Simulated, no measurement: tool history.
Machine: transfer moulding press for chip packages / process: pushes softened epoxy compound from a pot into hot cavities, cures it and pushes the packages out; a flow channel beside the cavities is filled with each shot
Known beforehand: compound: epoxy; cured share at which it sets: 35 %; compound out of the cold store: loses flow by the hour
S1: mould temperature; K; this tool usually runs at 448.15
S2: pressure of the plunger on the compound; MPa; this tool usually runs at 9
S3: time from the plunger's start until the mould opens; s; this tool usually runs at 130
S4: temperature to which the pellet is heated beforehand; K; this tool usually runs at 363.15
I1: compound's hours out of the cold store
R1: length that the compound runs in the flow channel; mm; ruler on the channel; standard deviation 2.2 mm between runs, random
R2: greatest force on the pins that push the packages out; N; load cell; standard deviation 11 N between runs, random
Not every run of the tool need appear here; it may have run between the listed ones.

Run 1, day 0: usual settings; I1 37.6. Result: R1 746 mm, R2 582 N.
At day 1.762: cavities cleaned with cleaning compound and waxed.
Run 2, day 1.762: usual settings; I1 43.8. Result: R1 720 mm, R2 890 N.
Run 3, day 3.262: usual settings; I1 30.2. Result: R1 764 mm, R2 1011 N.
At day 3.992: cavities cleaned with cleaning compound and waxed.
Run 4, day 4.975: usual settings but S2 9.04 MPa; I1 36.8. Result: R1 737 mm, R2 653 N.
At day 5.217: plunger's sealing rings changed.
At day 6.329: cavities cleaned with cleaning compound and waxed.
Run 5, day 6.8: usual settings but S2 9.04 MPa; I1 22.3. Result: R1 812 mm, R2 556 N.
At day 7.988: cavities cleaned with cleaning compound and waxed, once more.
At day 8.471: mould's thermocouples calibrated.
Run 6, day 8.658: usual settings but S2 9.04 MPa; I1 44.9. Result: R1 731 mm, R2 588 N.
At day 10.329: cavities cleaned with cleaning compound and waxed.
Run 7, day 10.792: usual settings but S2 9.04 MPa; I1 38.2. Result: R1 749 mm, R2 581 N.
Run 8, day 12.267: usual settings but S1 454.15 K, S3 110 s, S4 373.15 K; I1 36.7. Result: R1 733 mm, R2 756 N.
At day 12.583: cavities cleaned with cleaning compound and waxed.
Run 9, day 14.121: usual settings but S1 441.15 K, S2 9.33 MPa, S3 146 s, S4 358.15 K; I1 44.9. Result: R1 755 mm, R2 848 N.
At day 14.938: cavities cleaned with cleaning compound and waxed.
Run 10, day 15.808: usual settings but S1 451.15 K, S2 10.78 MPa, S3 122 s, S4 362.15 K; I1 25.4. Result: R1 850 mm, R2 616 N.
At day 17.167: cavities cleaned with cleaning compound and waxed.
Run 11, day 18.725: usual settings but S1 451.15 K, S2 10.78 MPa, S3 122 s, S4 362.15 K; I1 16.1. Result: R1 878 mm, R2 714 N.
At day 19.554: cavities cleaned with cleaning compound and waxed.
At day 20.683: plunger's sealing rings changed.
Run 12, day 21.717: usual settings but S1 451.15 K, S2 7.73 MPa, S3 126 s, S4 362.15 K; I1 39.2. Result: R1 691 mm, R2 716 N.
At day 22.042: cavities cleaned with cleaning compound and waxed.
Run 13, day 24: usual settings but S1 456.15 K, S2 7.73 MPa, S3 131 s, S4 360.15 K; I1 21.9. Result: R1 728 mm, R2 604 N.

Predict each of these 5 candidate next runs independently; none follows another, all start after run 13:
At day 24.262: cavities cleaned with cleaning compound and waxed.
At day 26.521: cavities cleaned with cleaning compound and waxed.
Run A, day 27.121: usual settings but S2 7.73 MPa, S3 131 s, S4 353.15 K; I1 38. Result: R1 ?, R2 ?.
At day 24.262: cavities cleaned with cleaning compound and waxed.
At day 26.521: cavities cleaned with cleaning compound and waxed.
Run B, day 27.121: usual settings but S1 456.15 K, S2 7.73 MPa, S3 131 s, S4 371.15 K; I1 9.6. Result: R1 ?, R2 ?.
At day 24.262: cavities cleaned with cleaning compound and waxed.
At day 26.521: cavities cleaned with cleaning compound and waxed.
Run C, day 27.121: usual settings but S4 357.15 K; I1 8.2. Result: R1 ?, R2 ?.
At day 24.262: cavities cleaned with cleaning compound and waxed.
At day 26.521: cavities cleaned with cleaning compound and waxed.
Run D, day 27.121: usual settings but S1 442.15 K, S2 7.73 MPa, S3 131 s, S4 360.15 K; I1 23.8. Result: R1 ?, R2 ?.
At day 24.262: cavities cleaned with cleaning compound and waxed.
At day 26.521: cavities cleaned with cleaning compound and waxed.
Run E, day 27.121: usual settings but S1 451.15 K, S3 151 s; I1 38.4. Result: R1 ?, R2 ?.

run   R1   R2
  A  697  581
  B  765  477
  C  864  664
  D  765  869
  E  736  460
Without the tool's hidden state the same runs would have given:
run   R1   R2
  A  708  506
  B  778  404
  C  879  584
  D  779  772
  E  749  390
